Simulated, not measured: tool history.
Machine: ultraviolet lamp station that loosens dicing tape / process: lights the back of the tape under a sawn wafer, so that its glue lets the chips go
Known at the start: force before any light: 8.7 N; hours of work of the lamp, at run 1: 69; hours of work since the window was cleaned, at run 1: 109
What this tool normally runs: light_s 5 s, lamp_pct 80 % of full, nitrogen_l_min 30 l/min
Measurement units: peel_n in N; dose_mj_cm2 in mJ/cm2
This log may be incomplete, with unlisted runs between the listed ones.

run,hour,light_s,lamp_pct,nitrogen_l_min,hours of work of the lamp,hours of work since the window was cleaned,peel_n,dose_mj_cm2
1,0,5,80,30,69,109,0.63,242
2,27.9,5,80,30,82,123,0.687,236
3,82.3,5,80,21,109,149,0.851,235
4,123.3,5,80,21,129,169,0.869,225
5,150.4,5,80,30,142,182,0.709,227
6,178.9,5,80,30,155,196,0.77,223
7,222.4,5,80,30,177,217,0.797,218
8,248.8,5,80,30,189,230,0.835,220
9,276.3,5,80,30,203,243,0.848,211
10,324.7,5,80,30,226,267,0.897,206
11,378.6,5,80,30,252,293,0.899,200
12,410.4,5,80,30,268,308,0.935,199
13,445.7,2,80,30,285,325,3.445,79
14,473.7,2,94,30,298,339,3.081,93
15,507.6,5,80,30,315,355,1.005,195
16,550.3,3,80,30,336,376,2.233,114
# hour 566.3: window cleaned of glue's vapour
17,596.3,3,80,30,358,15,1.935,127
18,647,3,80,30,382,39,1.996,123
19,685.6,5,80,30,401,58,0.866,209
20,731.5,7,80,30,423,80,0.508,279
21,785.3,7,80,30,449,106,0.55,268
22,820.9,5,80,30,467,123,1.004,191
23,849.3,6,67,15,480,137,1.479,188
24,886.6,6,67,10,498,155,1.78,188
25,923.6,6,67,10,516,173,1.838,182
26,973.6,7,80,30,541,198,0.629,249
27,1022.4,4,80,58,564,221,1.362,137
28,1074,4,80,58,589,246,1.45,135
29,1116.7,8,61,30,610,267,0.966,202
30,1174.3,2,80,30,638,295,3.912,62
31,1197.8,2,80,30,649,306,4.065,67
32,1228.3,7,79,37,664,321,0.749,214
33,1269.9,3,80,35,684,341,2.9,94
34,1295.7,5,65,35,697,354,1.963,121
35,1331.6,5,65,35,714,371,2.004,116
# hour 1357: window cleaned of glue's vapour
36,1373.8,5,65,35,734,8,1.682,133
37,1416.1,5,65,35,755,29,1.699,135
38,1444.8,5,65,35,769,43,1.753,133
39,1502.2,3,62,39,797,70,3.226,74
40,1549.6,3,62,39,820,93,3.452,71
# hour 1584.4: lamp changed
41,1608.1,5,98,30,11,121,0.436,298
42,1664,3,96,27,39,148,1.265,172
43,1695.4,3,96,27,54,164,1.331,167

Each row is a separate what-if for the run after 43, all from the same tool condition, not one after another. Results?
A,1737.2,3,97,14,74,184,?,?
B,1737.2,3,71,37,74,184,?,?
C,1737.2,3,74,13,74,184,?,?

run,peel_n,dose_mj_cm2
A,1.796,172
B,1.961,125
C,2.698,132
Take away the tool's hidden state, keep each run's random variation, and the runs would have read:
run,peel_n,dose_mj_cm2
A,1.495,194
B,1.644,141
C,2.336,148

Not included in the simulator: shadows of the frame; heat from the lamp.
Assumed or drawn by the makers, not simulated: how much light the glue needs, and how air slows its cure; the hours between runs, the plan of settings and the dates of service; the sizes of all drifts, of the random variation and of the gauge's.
